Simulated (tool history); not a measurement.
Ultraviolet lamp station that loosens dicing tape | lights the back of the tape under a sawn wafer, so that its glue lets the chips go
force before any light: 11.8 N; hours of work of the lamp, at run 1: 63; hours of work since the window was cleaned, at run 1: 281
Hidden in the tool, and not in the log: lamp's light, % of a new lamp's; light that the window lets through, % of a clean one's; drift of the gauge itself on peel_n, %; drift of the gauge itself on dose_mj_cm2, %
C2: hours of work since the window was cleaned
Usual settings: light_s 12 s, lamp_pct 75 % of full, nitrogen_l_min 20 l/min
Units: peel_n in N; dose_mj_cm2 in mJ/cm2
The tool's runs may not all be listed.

Run 1, hour 0.0: usual settings; hours of work of the lamp 63; C2 281. Result: peel_n 1.244 N, dose_mj_cm2 468 mJ/cm2.
Run 2, hour 8.3: usual settings; hours of work of the lamp 68; C2 286. Result: peel_n 1.268 N, dose_mj_cm2 461 mJ/cm2.
Run 3, hour 19.5: usual settings but lamp_pct 87 % of full; hours of work of the lamp 75; C2 293. Result: peel_n 0.918 N, dose_mj_cm2 542 mJ/cm2.
Run 4, hour 32.1: usual settings; hours of work of the lamp 83; C2 301. Result: peel_n 1.245 N, dose_mj_cm2 464 mJ/cm2.
Run 5, hour 40.1: usual settings but light_s 17 s; hours of work of the lamp 88; C2 306. Result: peel_n 0.591 N, dose_mj_cm2 650 mJ/cm2.
Run 6, hour 52.3: usual settings but lamp_pct 99 % of full; hours of work of the lamp 96; C2 314. Result: peel_n 0.716 N, dose_mj_cm2 602 mJ/cm2.
Run 7, hour 58.4: usual settings but lamp_pct 99 % of full; hours of work of the lamp 100; C2 318. Result: peel_n 0.693 N, dose_mj_cm2 607 mJ/cm2.
Run 8, hour 71.4: usual settings; hours of work of the lamp 108; C2 326. Result: peel_n 1.301 N, dose_mj_cm2 455 mJ/cm2.
Run 9, hour 81.5: usual settings; hours of work of the lamp 115; C2 333. Result: peel_n 1.299 N, dose_mj_cm2 456 mJ/cm2.
Run 10, hour 91.7: usual settings; hours of work of the lamp 121; C2 339. Result: peel_n 1.352 N, dose_mj_cm2 453 mJ/cm2.
Run 11, hour 98.2: usual settings but nitrogen_l_min 8 l/min; hours of work of the lamp 125; C2 344. Result: peel_n 2.635 N, dose_mj_cm2 448 mJ/cm2.
Run 12, hour 111.2: usual settings; hours of work of the lamp 134; C2 352. Result: peel_n 1.366 N, dose_mj_cm2 449 mJ/cm2.
Run 13, hour 124.4: usual settings but lamp_pct 83 % of full; hours of work of the lamp 142; C2 360. Result: peel_n 1.090 N, dose_mj_cm2 497 mJ/cm2.
Run 14, hour 136.2: usual settings but lamp_pct 83 % of full; hours of work of the lamp 150; C2 368. Result: peel_n 1.071 N, dose_mj_cm2 492 mJ/cm2.
Run 15, hour 144.8: usual settings but lamp_pct 83 % of full; hours of work of the lamp 155; C2 373. Result: peel_n 1.131 N, dose_mj_cm2 491 mJ/cm2.
Run 16, hour 151.5: usual settings; hours of work of the lamp 160; C2 378. Result: peel_n 1.404 N, dose_mj_cm2 441 mJ/cm2.
Run 17, hour 159.5: usual settings; hours of work of the lamp 165; C2 383. Result: peel_n 1.398 N, dose_mj_cm2 443 mJ/cm2.
Run 18, hour 169.3: usual settings; hours of work of the lamp 171; C2 389. Result: peel_n 1.395 N, dose_mj_cm2 445 mJ/cm2.
Run 19, hour 175.0: usual settings; hours of work of the lamp 175; C2 393. Result: peel_n 1.404 N, dose_mj_cm2 441 mJ/cm2.
Run 20, hour 182.6: usual settings; hours of work of the lamp 180; C2 398. Result: peel_n 1.379 N, dose_mj_cm2 439 mJ/cm2.
Run 21, hour 194.4: usual settings but lamp_pct 77 % of full; hours of work of the lamp 187; C2 405. Result: peel_n 1.346 N, dose_mj_cm2 450 mJ/cm2.
Run 22, hour 206.2: usual settings but light_s 17 s, lamp_pct 97 % of full, nitrogen_l_min 35 l/min; hours of work of the lamp 195; C2 413. Result: peel_n 0.237 N, dose_mj_cm2 799 mJ/cm2.
Run 23, hour 216.8: usual settings but light_s 17 s, lamp_pct 97 % of full, nitrogen_l_min 35 l/min; hours of work of the lamp 202; C2 420. Result: peel_n 0.235 N, dose_mj_cm2 792 mJ/cm2.
Run 24, hour 226.2: usual settings but light_s 9 s, lamp_pct 88 % of full, nitrogen_l_min 9 l/min; hours of work of the lamp 208; C2 426. Result: peel_n 2.922 N, dose_mj_cm2 378 mJ/cm2.
Run 25, hour 235.2: usual settings but light_s 20 s, lamp_pct 88 % of full, nitrogen_l_min 11 l/min; hours of work of the lamp 213; C2 431. Result: peel_n 0.551 N, dose_mj_cm2 833 mJ/cm2.
Run 26, hour 242.5: usual settings but light_s 23 s, lamp_pct 88 % of full, nitrogen_l_min 17 l/min; hours of work of the lamp 218; C2 436. Result: peel_n 0.261 N, dose_mj_cm2 968 mJ/cm2.
Run 27, hour 252.6: usual settings but light_s 10 s; hours of work of the lamp 224; C2 443. Result: peel_n 2.112 N, dose_mj_cm2 356 mJ/cm2.
Run 28, hour 260.2: usual settings but nitrogen_l_min 19 l/min; hours of work of the lamp 229; C2 447. Result: peel_n 1.568 N, dose_mj_cm2 428 mJ/cm2.
Run 29, hour 272.7: usual settings but nitrogen_l_min 19 l/min; hours of work of the lamp 237; C2 455. Result: peel_n 1.589 N, dose_mj_cm2 427 mJ/cm2.
Run 30, hour 283.7: usual settings but nitrogen_l_min 21 l/min; hours of work of the lamp 244; C2 462. Result: peel_n 1.417 N, dose_mj_cm2 425 mJ/cm2.
Run 31, hour 293.8: usual settings but lamp_pct 98 % of full, nitrogen_l_min 29 l/min; hours of work of the lamp 251; C2 469. Result: peel_n 0.616 N, dose_mj_cm2 555 mJ/cm2.
Run 32, hour 299.7: usual settings but light_s 7 s, lamp_pct 84 % of full; hours of work of the lamp 255; C2 473. Result: peel_n 2.950 N, dose_mj_cm2 272 mJ/cm2.
Run 33, hour 311.8: usual settings but light_s 7 s, lamp_pct 73 % of full; hours of work of the lamp 262; C2 480. Result: peel_n 3.641 N, dose_mj_cm2 235 mJ/cm2.
Run 34, hour 318.0: usual settings but light_s 7 s, lamp_pct 73 % of full; hours of work of the lamp 266; C2 484. Result: peel_n 3.809 N, dose_mj_cm2 236 mJ/cm2.
Run 35, hour 328.7: usual settings but light_s 13 s, lamp_pct 61 % of full; hours of work of the lamp 273; C2 491. Result: peel_n 1.953 N, dose_mj_cm2 370 mJ/cm2.
Run 36, hour 339.4: usual settings but light_s 13 s, lamp_pct 61 % of full; hours of work of the lamp 280; C2 498. Result: peel_n 1.896 N, dose_mj_cm2 364 mJ/cm2.
Run 37, hour 347.8: usual settings but light_s 6 s, lamp_pct 77 % of full; hours of work of the lamp 285; C2 504. Result: peel_n 4.204 N, dose_mj_cm2 204 mJ/cm2.
Run 38, hour 356.0: usual settings but light_s 6 s, lamp_pct 77 % of full; hours of work of the lamp 291; C2 509. Result: peel_n 4.065 N, dose_mj_cm2 213 mJ/cm2.
Run 39, hour 368.2: usual settings but light_s 6 s, lamp_pct 77 % of full; hours of work of the lamp 299; C2 517. Result: peel_n 4.110 N, dose_mj_cm2 213 mJ/cm2.
At hour 372.7: window cleaned of glue's vapour.
Run 40, hour 378.4: usual settings but light_s 20 s, lamp_pct 68 % of full, nitrogen_l_min 30 l/min; hours of work of the lamp 305; C2 4. Result: peel_n 0.336 N, dose_mj_cm2 682 mJ/cm2.
Run 41, hour 390.2: usual settings but light_s 20 s, lamp_pct 68 % of full, nitrogen_l_min 30 l/min; hours of work of the lamp 312; C2 11. Result: peel_n 0.354 N, dose_mj_cm2 683 mJ/cm2.
Run 42, hour 397.2: usual settings but light_s 20 s, lamp_pct 68 % of full, nitrogen_l_min 30 l/min; hours of work of the lamp 317; C2 16. Result: peel_n 0.372 N, dose_mj_cm2 686 mJ/cm2.

Hidden state or all else? Some run-to-run changes of peel_n, split into what the settings, what came in and random variation would give without the hidden state, and what is left for the hidden state (with any gauge scatter that isn't in both results):
Run 23 -> 24: light_s 17 -> 9, lamp_pct 97 -> 88, nitrogen_l_min 35 -> 9. peel_n +2.687 N: hidden state +0.530, all else +2.157.
Run 24 -> 25: light_s 9 -> 20, nitrogen_l_min 9 -> 11. peel_n -2.371 N: hidden state -0.401, all else -1.970.
Run 26 -> 27: light_s 23 -> 10, lamp_pct 88 -> 75, nitrogen_l_min 17 -> 20. peel_n +1.851 N: hidden state +0.474, all else +1.377.
Run 39 -> 40: light_s 6 -> 20, lamp_pct 77 -> 68, nitrogen_l_min 20 -> 30, window cleaned of glue's vapour. peel_n -3.774 N: hidden state -0.777, all else -2.997.
